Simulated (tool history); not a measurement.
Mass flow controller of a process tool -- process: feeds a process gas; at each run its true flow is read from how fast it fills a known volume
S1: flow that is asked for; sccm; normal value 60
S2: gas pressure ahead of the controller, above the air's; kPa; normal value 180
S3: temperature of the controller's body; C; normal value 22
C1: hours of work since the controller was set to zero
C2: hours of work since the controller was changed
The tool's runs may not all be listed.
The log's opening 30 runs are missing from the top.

Run 31, hour 7178.9: usual settings but S2 141 kPa; C1 2263; C2 6974. Result: true flow (%) 97.47.
Run 32, hour 7458: usual settings but S1 24 sccm, S2 172 kPa, S3 38 C; C1 2475; C2 7186. Result: true flow (%) 94.96.
Run 33, hour 7628.3: usual settings but S1 24 sccm, S2 187 kPa, S3 28 C; C1 2604; C2 7314. Result: true flow (%) 95.25.
Run 34, hour 7831.1: usual settings but S1 10 sccm, S2 171 kPa, S3 26 C; C1 2757; C2 7468. Result: true flow (%) 93.23.
Run 35, hour 8014.5: usual settings but S1 11 sccm, S2 219 kPa; C1 2896; C2 7607. Result: true flow (%) 93.55.
Run 36, hour 8200.5: usual settings but S1 91 sccm, S2 272 kPa, S3 35 C; C1 3037; C2 7747. Result: true flow (%) 98.41.
Run 37, hour 8368.6: usual settings but S1 23 sccm; C1 3164; C2 7875. Result: true flow (%) 95.13.
Run 38, hour 8683.8: usual settings but S1 74 sccm, S2 269 kPa, S3 21 C; C1 3402; C2 8113. Result: true flow (%) 98.34.
Run 39, hour 8899.1: usual settings but S2 164 kPa; C1 3565; C2 8276. Result: true flow (%) 97.17.
Run 40, hour 9124.7: usual settings but S2 164 kPa; C1 3736; C2 8447. Result: true flow (%) 97.14.
Run 41, hour 9279.4: usual settings but S1 73 sccm, S2 205 kPa; C1 3853; C2 8564. Result: true flow (%) 97.89.
Run 42, hour 9422: usual settings but S1 18 sccm, S2 276 kPa, S3 30 C; C1 3961; C2 8672. Result: true flow (%) 94.43.
Run 43, hour 9737.4: usual settings but S1 47 sccm, S2 276 kPa, S3 29 C; C1 4200; C2 8910. Result: true flow (%) 96.57.
Run 44, hour 9916.7: usual settings but S1 65 sccm, S2 219 kPa, S3 37 C; C1 4335; C2 9046. Result: true flow (%) 96.69.
Run 45, hour 10135.1: usual settings but S1 99 sccm, S2 219 kPa, S3 26 C; C1 4500; C2 9211. Result: true flow (%) 98.56.

Consider 5 possible next runs. They are alternatives, not a sequence: every one starts from the tool as it was left by run 45. What does each give?
Run A, hour 10304.6: usual settings but S1 99 sccm, S2 219 kPa, S3 34 C; C1 4629; C2 9340. Result: true flow (%) ?.
Run B, hour 10304.6: usual settings but S1 32 sccm, S2 222 kPa, S3 26 C; C1 4629; C2 9340. Result: true flow (%) ?.
Run C, hour 10304.6: usual settings but S1 93 sccm, S2 242 kPa; C1 4629; C2 9340. Result: true flow (%) ?.
Run D, hour 10304.6: usual settings but S3 35 C; C1 4629; C2 9340. Result: true flow (%) ?.
Run E, hour 10304.6: usual settings but S1 12 sccm, S2 141 kPa, S3 25 C; C1 4629; C2 9340. Result: true flow (%) ?.

run  true flow (%)
  A          98.13
  B          95.28
  C          98.49
  D          96.24
  E          92.01
Had the tool no hidden state, the same runs would have come out as:
run  true flow (%)
  A          99.64
  B          97.74
  C         100.02
  D          98.05
  E          96.83
